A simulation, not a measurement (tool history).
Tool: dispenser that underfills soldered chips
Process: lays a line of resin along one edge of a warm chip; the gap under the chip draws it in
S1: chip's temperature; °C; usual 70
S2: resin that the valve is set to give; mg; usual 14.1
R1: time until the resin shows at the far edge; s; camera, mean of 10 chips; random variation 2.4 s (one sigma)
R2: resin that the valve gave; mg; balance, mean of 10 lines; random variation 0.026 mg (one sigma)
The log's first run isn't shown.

At hour 8.2: new syringe of resin.
Run 2, hour 11: usual settings. Result: R1 271 s, R2 13.92 mg.
Run 3, hour 18.1: usual settings. Result: R1 415.6 s, R2 13.84 mg.
At hour 19.1: new syringe of resin.
Run 4, hour 28.6: usual settings. Result: R1 402.1 s, R2 13.78 mg.
At hour 29.7: new syringe of resin.
Run 5, hour 35.3: usual settings. Result: R1 322.7 s, R2 13.75 mg.
At hour 40.7: new syringe of resin.
Run 6, hour 42: usual settings. Result: R1 246.7 s, R2 13.72 mg.
Run 7, hour 49.1: usual settings but S2 12.9 mg. Result: R1 393.3 s, R2 12.5 mg.
At hour 51.3: new syringe of resin.
At hour 53.4: dispensing valve cleaned and set on the balance.
Run 8, hour 58.4: usual settings but S2 12.9 mg. Result: R1 344.4 s, R2 12.86 mg.
At hour 63.5: new syringe of resin.
Run 9, hour 68: usual settings. Result: R1 308.9 s, R2 13.98 mg.
At hour 75.1: new syringe of resin.
Run 10, hour 76.9: usual settings. Result: R1 260.4 s, R2 13.94 mg.
At hour 86: new syringe of resin.
Run 11, hour 87.3: usual settings but S2 12.8 mg. Result: R1 252.4 s, R2 12.65 mg.
At hour 96.6: new syringe of resin.
Run 12, hour 98.4: usual settings but S2 12.8 mg. Result: R1 271.7 s, R2 12.54 mg.
Run 13, hour 105.4: usual settings but S2 12.8 mg. Result: R1 402 s, R2 12.52 mg.
At hour 107.4: new syringe of resin.
Run 14, hour 116.3: usual settings. Result: R1 397.7 s, R2 13.65 mg.
At hour 118.4: new syringe of resin.
Run 15, hour 124.2: usual settings. Result: R1 323.9 s, R2 13.67 mg.
At hour 129.3: new syringe of resin.
At hour 130.3: dispensing valve cleaned and set on the balance.
Run 16, hour 135.7: usual settings but S2 16.4 mg. Result: R1 325.1 s, R2 16.3 mg.
At hour 141.5: new syringe of resin.
Run 17, hour 147.1: usual settings but S2 16.4 mg. Result: R1 324.4 s, R2 16.26 mg.
At hour 152.6: new syringe of resin.
Run 18, hour 158.4: usual settings but S2 16.4 mg. Result: R1 332.1 s, R2 16.22 mg.
At hour 163.5: new syringe of resin.
Run 19, hour 165.6: usual settings but S2 16.4 mg. Result: R1 260.6 s, R2 16.18 mg.
At hour 174.4: new syringe of resin.
Run 20, hour 174.4: usual settings but S1 76 °C, S2 13.5 mg. Result: R1 187.4 s, R2 13.25 mg.
Run 21, hour 181.5: usual settings but S1 80 °C, S2 12.8 mg. Result: R1 240.8 s, R2 12.54 mg.
At hour 185.5: new syringe of resin.
Run 22, hour 193.2: usual settings but S1 80 °C, S2 12.8 mg. Result: R1 248.2 s, R2 12.48 mg.
At hour 196.5: new syringe of resin.
Run 23, hour 201.6: usual settings but S1 80 °C, S2 13.6 mg. Result: R1 219.7 s, R2 13.19 mg.
At hour 206.2: dispensing valve cleaned and set on the balance.
At hour 208.4: new syringe of resin.
Run 24, hour 213.3: usual settings but S1 77 °C, S2 16 mg. Result: R1 238.2 s, R2 16 mg.
At hour 218.9: new syringe of resin.
Run 25, hour 226.6: usual settings but S1 58 °C. Result: R1 628.7 s, R2 13.96 mg.

The next listed run, before its measurement:
At hour 230: new syringe of resin.
Run 26, hour 233: usual settings but S1 58 °C, S2 14.7 mg. Result: R1 ?, R2 ?.

R1: 461.2 s
R2: 14.53 mg
Without the tool's hidden state the same run would have given R1 376.8 s, R2 14.68 mg.
